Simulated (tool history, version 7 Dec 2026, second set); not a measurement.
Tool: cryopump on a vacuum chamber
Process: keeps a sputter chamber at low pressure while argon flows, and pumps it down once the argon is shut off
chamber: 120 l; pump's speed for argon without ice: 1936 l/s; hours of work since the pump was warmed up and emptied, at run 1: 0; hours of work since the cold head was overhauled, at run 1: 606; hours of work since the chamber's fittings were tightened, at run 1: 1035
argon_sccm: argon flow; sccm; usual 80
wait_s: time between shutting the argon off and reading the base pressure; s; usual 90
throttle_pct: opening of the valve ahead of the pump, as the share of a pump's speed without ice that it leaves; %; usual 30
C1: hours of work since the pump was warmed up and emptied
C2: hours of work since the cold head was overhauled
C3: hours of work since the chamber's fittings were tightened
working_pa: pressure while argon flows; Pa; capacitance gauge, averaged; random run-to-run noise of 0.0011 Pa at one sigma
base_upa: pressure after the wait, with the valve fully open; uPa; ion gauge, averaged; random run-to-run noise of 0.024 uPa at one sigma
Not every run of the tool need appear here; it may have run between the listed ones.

Run 1, hour 0: usual settings; C1 0; C2 606; C3 1035. Result: working_pa 0.2316 Pa, base_upa 1.91 uPa.
Run 2, hour 23.9: usual settings but throttle_pct 39 %; C1 12; C2 619; C3 1048. Result: working_pa 0.1814 Pa, base_upa 1.91 uPa.
Run 3, hour 53.3: usual settings but throttle_pct 39 %; C1 27; C2 633; C3 1062. Result: working_pa 0.1799 Pa, base_upa 1.94 uPa.
Run 4, hour 70.4: usual settings but throttle_pct 39 %; C1 36; C2 642; C3 1071. Result: working_pa 0.1807 Pa, base_upa 1.94 uPa.
Run 5, hour 102.3: usual settings but throttle_pct 39 %; C1 52; C2 658; C3 1087. Result: working_pa 0.179 Pa, base_upa 1.98 uPa.
Run 6, hour 119.5: usual settings but wait_s 239 s; C1 60; C2 667; C3 1096. Result: working_pa 0.2342 Pa, base_upa 1.47 uPa.
Run 7, hour 149.5: usual settings; C1 76; C2 682; C3 1111. Result: working_pa 0.2348 Pa, base_upa 1.96 uPa.
Run 8, hour 176.7: usual settings but wait_s 20 s; C1 89; C2 696; C3 1125. Result: working_pa 0.235 Pa, base_upa 4.61 uPa.
Run 9, hour 205.6: usual settings but wait_s 94 s; C1 104; C2 710; C3 1139. Result: working_pa 0.2345 Pa, base_upa 1.96 uPa.
Run 10, hour 235.2: usual settings; C1 119; C2 725; C3 1154. Result: working_pa 0.2372 Pa, base_upa 2.04 uPa.
Run 11, hour 274.6: usual settings; C1 139; C2 745; C3 1174. Result: working_pa 0.2339 Pa, base_upa 2.1 uPa.
Run 12, hour 301.9: usual settings; C1 153; C2 759; C3 1188. Result: working_pa 0.2356 Pa, base_upa 2.09 uPa.
Run 13, hour 318.6: usual settings; C1 161; C2 767; C3 1196. Result: working_pa 0.2373 Pa, base_upa 2.01 uPa.
Run 14, hour 347.6: usual settings; C1 176; C2 782; C3 1211. Result: working_pa 0.235 Pa, base_upa 2.1 uPa.
Run 15, hour 384.7: usual settings; C1 194; C2 801; C3 1230. Result: working_pa 0.2372 Pa, base_upa 2.13 uPa.
Run 16, hour 421.5: usual settings; C1 213; C2 819; C3 1248. Result: working_pa 0.2385 Pa, base_upa 2.16 uPa.
Run 17, hour 446.3: usual settings; C1 225; C2 832; C3 1261. Result: working_pa 0.2366 Pa, base_upa 2.17 uPa.
Run 18, hour 464.5: usual settings but wait_s 81 s, throttle_pct 24 %; C1 235; C2 841; C3 1270. Result: working_pa 0.2952 Pa, base_upa 2.24 uPa.
Run 19, hour 495.7: usual settings but wait_s 81 s, throttle_pct 24 %; C1 250; C2 857; C3 1286. Result: working_pa 0.2931 Pa, base_upa 2.37 uPa.
Run 20, hour 531.6: usual settings but argon_sccm 68 sccm, throttle_pct 31 %; C1 269; C2 875; C3 1304. Result: working_pa 0.1966 Pa, base_upa 2.23 uPa.
Run 21, hour 553.6: usual settings but argon_sccm 38 sccm, wait_s 70 s; C1 280; C2 886; C3 1315. Result: working_pa 0.1138 Pa, base_upa 2.45 uPa.
Run 22, hour 582.5: usual settings but argon_sccm 38 sccm, wait_s 70 s; C1 294; C2 901; C3 1330. Result: working_pa 0.1133 Pa, base_upa 2.47 uPa.
Run 23, hour 616.9: usual settings but argon_sccm 37 sccm, wait_s 21 s, throttle_pct 27 %; C1 312; C2 918; C3 1347. Result: working_pa 0.122 Pa, base_upa 4.85 uPa.
Run 24, hour 654.2: usual settings but argon_sccm 87 sccm; C1 331; C2 937; C3 1366. Result: working_pa 0.258 Pa, base_upa 2.25 uPa.
Run 25, hour 670.3: usual settings but argon_sccm 58 sccm, wait_s 253 s, throttle_pct 31 %; C1 339; C2 945; C3 1374. Result: working_pa 0.1667 Pa, base_upa 1.81 uPa.
Run 26, hour 692.1: usual settings but argon_sccm 94 sccm, wait_s 135 s, throttle_pct 39 %; C1 350; C2 956; C3 1385. Result: working_pa 0.218 Pa, base_upa 2.05 uPa.
Run 27, hour 715.2: usual settings but argon_sccm 33 sccm, throttle_pct 26 %; C1 361; C2 968; C3 1397. Result: working_pa 0.1135 Pa, base_upa 2.33 uPa.
Run 28, hour 739.9: usual settings but argon_sccm 33 sccm, wait_s 297 s, throttle_pct 34 %; C1 374; C2 980; C3 1409. Result: working_pa 0.087 Pa, base_upa 1.79 uPa.
Run 29, hour 761.1: usual settings but argon_sccm 86 sccm, wait_s 46 s, throttle_pct 60 %; C1 385; C2 991; C3 1420. Result: working_pa 0.1323 Pa, base_upa 3.16 uPa.
Run 30, hour 798.1: usual settings but argon_sccm 53 sccm, wait_s 41 s, throttle_pct 51 %; C1 403; C2 1010; C3 1439. Result: working_pa 0.0967 Pa, base_upa 3.35 uPa.
Run 31, hour 837.6: usual settings but argon_sccm 53 sccm, wait_s 41 s, throttle_pct 51 %; C1 423; C2 1030; C3 1459. Result: working_pa 0.0968 Pa, base_upa 3.39 uPa.
Run 32, hour 857.2: usual settings but argon_sccm 53 sccm, wait_s 41 s, throttle_pct 51 %; C1 433; C2 1040; C3 1468. Result: working_pa 0.0957 Pa, base_upa 3.49 uPa.
Run 33, hour 876.8: usual settings but argon_sccm 53 sccm, throttle_pct 51 %; C1 443; C2 1049; C3 1478. Result: working_pa 0.0963 Pa, base_upa 2.43 uPa.

Here are 3 independent what-if runs from the current tool condition. What would each one return?
At hour 887.4: leaking fittings of the chamber tightened, without venting.
Run A, hour 894.8: usual settings but argon_sccm 37 sccm, wait_s 27 s, throttle_pct 18 %; C1 451; C2 1057; C3 4. Result: working_pa ?, base_upa ?.
At hour 887.4: leaking fittings of the chamber tightened, without venting.
Run B, hour 894.8: usual settings but argon_sccm 33 sccm, wait_s 148 s, throttle_pct 35 %; C1 451; C2 1057; C3 4. Result: working_pa ?, base_upa ?.
At hour 887.4: leaking fittings of the chamber tightened, without venting.
Run C, hour 894.8: usual settings but argon_sccm 53 sccm, wait_s 177 s, throttle_pct 51 %; C1 451; C2 1057; C3 4. Result: working_pa ?, base_upa ?.

run  working_pa  base_upa
  A      0.1834      2.87
  B       0.086      0.73
  C      0.0963      0.61
The same runs, with their run-to-run variation unchanged, on a tool lacking any hidden condition would have given:
run  working_pa  base_upa
  A      0.1793      2.81
  B      0.0824      0.67
  C      0.0906      0.55
